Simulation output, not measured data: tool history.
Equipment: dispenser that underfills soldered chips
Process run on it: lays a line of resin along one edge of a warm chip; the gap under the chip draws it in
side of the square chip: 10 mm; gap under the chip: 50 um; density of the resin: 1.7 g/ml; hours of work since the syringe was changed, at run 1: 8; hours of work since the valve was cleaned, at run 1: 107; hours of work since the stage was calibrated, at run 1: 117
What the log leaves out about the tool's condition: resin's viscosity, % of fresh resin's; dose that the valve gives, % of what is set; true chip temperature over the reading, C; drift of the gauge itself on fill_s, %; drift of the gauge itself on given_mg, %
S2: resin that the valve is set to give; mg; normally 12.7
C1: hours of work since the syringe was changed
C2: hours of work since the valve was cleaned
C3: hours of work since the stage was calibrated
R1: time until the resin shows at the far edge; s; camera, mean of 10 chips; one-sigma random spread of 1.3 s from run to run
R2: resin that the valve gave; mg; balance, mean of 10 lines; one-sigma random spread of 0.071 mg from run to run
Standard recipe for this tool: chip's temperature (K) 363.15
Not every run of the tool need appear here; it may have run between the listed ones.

Run 1, hour 0: usual settings; C1 8; C2 107; C3 117. Result: R1 217.9 s, R2 11.45 mg.
At hour 3.1: new syringe of resin.
Run 2, hour 4.1: usual settings; C1 1; C2 110; C3 119. Result: R1 131.9 s, R2 11.44 mg.
Run 3, hour 6.4: usual settings; C1 2; C2 111; C3 120. Result: R1 146.4 s, R2 11.28 mg.
Run 4, hour 9.2: usual settings; C1 4; C2 113; C3 122. Result: R1 167 s, R2 11.45 mg.
At hour 11.3: dispensing valve cleaned and set on the balance.
Run 5, hour 13.6: usual settings; C1 6; C2 1; C3 124. Result: R1 192.5 s, R2 12.73 mg.
Run 6, hour 17.1: usual settings; C1 8; C2 4; C3 127. Result: R1 226.1 s, R2 12.58 mg.
At hour 19.1: new syringe of resin.
Run 7, hour 21.9: usual settings; C1 2; C2 7; C3 129. Result: R1 140.4 s, R2 12.69 mg.
Run 8, hour 26.9: usual settings but chip's temperature (K) 364.15; C1 5; C2 10; C3 133. Result: R1 176.2 s, R2 12.62 mg.
Run 9, hour 29.2: usual settings but chip's temperature (K) 364.15; C1 6; C2 11; C3 134. Result: R1 189.2 s, R2 12.51 mg.
Run 10, hour 33.2: usual settings; C1 9; C2 14; C3 137. Result: R1 240.2 s, R2 12.6 mg.
At hour 34.3: new syringe of resin.
Run 11, hour 38.7: usual settings but chip's temperature (K) 374.15; C1 3; C2 17; C3 140. Result: R1 103.9 s, R2 12.47 mg.
Run 12, hour 43.4: usual settings but chip's temperature (K) 374.15; C1 6; C2 20; C3 143. Result: R1 134 s, R2 12.61 mg.
Run 13, hour 47.5: usual settings but chip's temperature (K) 374.15; C1 8; C2 23; C3 145. Result: R1 160 s, R2 12.39 mg.
At hour 49.2: new syringe of resin.
Run 14, hour 51.1: usual settings but chip's temperature (K) 374.15; C1 1; C2 25; C3 148. Result: R1 93.5 s, R2 12.34 mg.
Run 15, hour 54.8: usual settings but chip's temperature (K) 365.15, S2 12.6 mg; C1 4; C2 27; C3 150. Result: R1 151.1 s, R2 12.22 mg.
Run 16, hour 57.8: usual settings but chip's temperature (K) 365.15, S2 12.6 mg; C1 5; C2 29; C3 152. Result: R1 171.6 s, R2 12.21 mg.
Run 17, hour 62.4: usual settings but chip's temperature (K) 365.15, S2 12.6 mg; C1 8; C2 32; C3 155. Result: R1 212.4 s, R2 12.22 mg.
At hour 64.2: new syringe of resin.
Run 18, hour 66.5: usual settings but chip's temperature (K) 349.15, S2 11.1 mg; C1 1; C2 34; C3 157. Result: R1 226.7 s, R2 10.7 mg.
Run 19, hour 71: usual settings but chip's temperature (K) 349.15, S2 11.1 mg; C1 4; C2 37; C3 160. Result: R1 277.6 s, R2 10.77 mg.
Run 20, hour 74.5: usual settings but chip's temperature (K) 350.15, S2 15.3 mg; C1 7; C2 39; C3 162. Result: R1 297.4 s, R2 14.7 mg.
At hour 79.3: new syringe of resin.
Run 21, hour 79.6: usual settings but chip's temperature (K) 374.15, S2 11.3 mg; C1 0; C2 42; C3 165. Result: R1 87.4 s, R2 10.81 mg.
Run 22, hour 83.2: usual settings but chip's temperature (K) 360.15, S2 13.7 mg; C1 2; C2 45; C3 168. Result: R1 159.5 s, R2 13.16 mg.
Run 23, hour 88.2: usual settings but chip's temperature (K) 353.15, S2 15.9 mg; C1 6; C2 48; C3 171. Result: R1 253.1 s, R2 15.15 mg.
Run 24, hour 91.9: usual settings but chip's temperature (K) 368.15, S2 15.3 mg; C1 8; C2 50; C3 173. Result: R1 184 s, R2 14.55 mg.
At hour 94.4: new syringe of resin.
Run 25, hour 96.5: usual settings but chip's temperature (K) 374.15, S2 14 mg; C1 1; C2 53; C3 176. Result: R1 94.3 s, R2 13.24 mg.

What does the tool deliver on the next run?
Run 26, hour 100.2: usual settings but chip's temperature (K) 350.15, S2 14.7 mg; C1 4; C2 55; C3 178. Result: R1 ?, R2 ?.

R1: 243.8 s
R2: 13.89 mg
Without the tool's hidden state the same run would have given R1 191.1 s, R2 14.68 mg.
